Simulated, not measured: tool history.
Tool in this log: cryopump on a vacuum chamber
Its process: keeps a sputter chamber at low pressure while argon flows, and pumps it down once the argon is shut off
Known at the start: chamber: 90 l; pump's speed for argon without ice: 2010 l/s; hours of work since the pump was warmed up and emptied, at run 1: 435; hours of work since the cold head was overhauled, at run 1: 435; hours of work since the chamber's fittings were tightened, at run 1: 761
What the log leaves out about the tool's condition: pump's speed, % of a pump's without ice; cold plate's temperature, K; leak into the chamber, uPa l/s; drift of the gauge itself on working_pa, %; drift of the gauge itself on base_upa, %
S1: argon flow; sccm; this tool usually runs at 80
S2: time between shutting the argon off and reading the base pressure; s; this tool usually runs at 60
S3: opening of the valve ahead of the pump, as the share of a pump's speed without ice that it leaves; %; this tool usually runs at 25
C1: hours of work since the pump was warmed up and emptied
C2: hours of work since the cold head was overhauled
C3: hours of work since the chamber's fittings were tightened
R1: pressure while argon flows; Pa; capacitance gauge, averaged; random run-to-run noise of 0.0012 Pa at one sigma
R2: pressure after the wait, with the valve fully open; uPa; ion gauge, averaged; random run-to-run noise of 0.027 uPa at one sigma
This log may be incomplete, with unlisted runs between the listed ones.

run	hour	S1	S2	S3	C1	C2	C3	R1	R2
1	0	80	60	25	435	435	761	0.2767	1.72
2	14.5	80	60	25	442	442	768	0.2778	1.67
3	31.8	80	128	25	450	450	777	0.277	1.14
4	50.9	80	128	25	460	460	786	0.2768	1.1
5	68	80	128	25	468	468	795	0.2763	1.13
6	82.8	80	128	25	475	475	802	0.279	1.15
7	99.1	100	60	25	483	483	810	0.3481	1.73
8	124.1	100	60	25	495	495	822	0.3468	1.76
9	144.8	100	60	44	505	505	832	0.2026	1.78
10	171.2	80	60	17	518	518	845	0.4082	1.8
11	200.3	82	160	26	533	533	859	0.2756	1.06
12	230.8	82	160	26	548	548	874	0.274	1.08

Run 13 comes next. What will it give?
13	262.4	82	160	26	563	563	890	?	?

R1: 0.2768 Pa
R2: 1.04 uPa
Take away the tool's hidden state, keep the run-to-run variation as it was, and the same run would have given R1 0.2656 Pa, R2 0.52 uPa.
